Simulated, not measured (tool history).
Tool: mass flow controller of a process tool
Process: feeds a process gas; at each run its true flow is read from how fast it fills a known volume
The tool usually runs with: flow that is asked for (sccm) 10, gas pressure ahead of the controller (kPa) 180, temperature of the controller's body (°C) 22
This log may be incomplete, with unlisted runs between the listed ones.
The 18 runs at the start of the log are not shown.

| run | hour | flow that is asked for (sccm) | gas pressure ahead of the controller (kPa) | temperature of the controller's body (°C) | hours of work since the controller was set to zero | hours of work since the controller was changed | true flow (%) |
|---|---|---|---|---|---|---|---|
|  | 6514.9 | controller's zero set anew |
| 19 | 6694.2 | 13 | 180 | 22 | 143 | 8474 | 97.2 |
| 20 | 7213.1 | 13 | 180 | 22 | 558 | 8888 | 96.91 |
| 21 | 7775.6 | 13 | 180 | 22 | 1008 | 9338 | 96.93 |
|  | 8091.3 | gauge calibrated |
|  | 8148.5 | controller exchanged for a calibrated one |
| 22 | 8303.4 | 10 | 180 | 31 | 124 | 124 | 98.64 |
| 23 | 8675.2 | 10 | 180 | 31 | 421 | 421 | 98.47 |
| 24 | 9019.4 | 10 | 180 | 31 | 696 | 696 | 98.46 |
| 25 | 9380.3 | 4 | 180 | 20 | 985 | 985 | 98.32 |
| 26 | 9681 | 4 | 180 | 20 | 1225 | 1225 | 98.11 |
| 27 | 9989.1 | 7 | 180 | 22 | 1471 | 1471 | 98.28 |
| 28 | 10374.4 | 5 | 237 | 22 | 1779 | 1779 | 98.1 |

Run 29 has not been measured yet. What should we expect?
| 29 | 10627.6 | 10 | 184 | 21 | 1982 | 1982 | ? |

Run 29 produced true flow (%) 98.45.
With no hidden state in the tool, this same run would have given true flow (%) 99.32.

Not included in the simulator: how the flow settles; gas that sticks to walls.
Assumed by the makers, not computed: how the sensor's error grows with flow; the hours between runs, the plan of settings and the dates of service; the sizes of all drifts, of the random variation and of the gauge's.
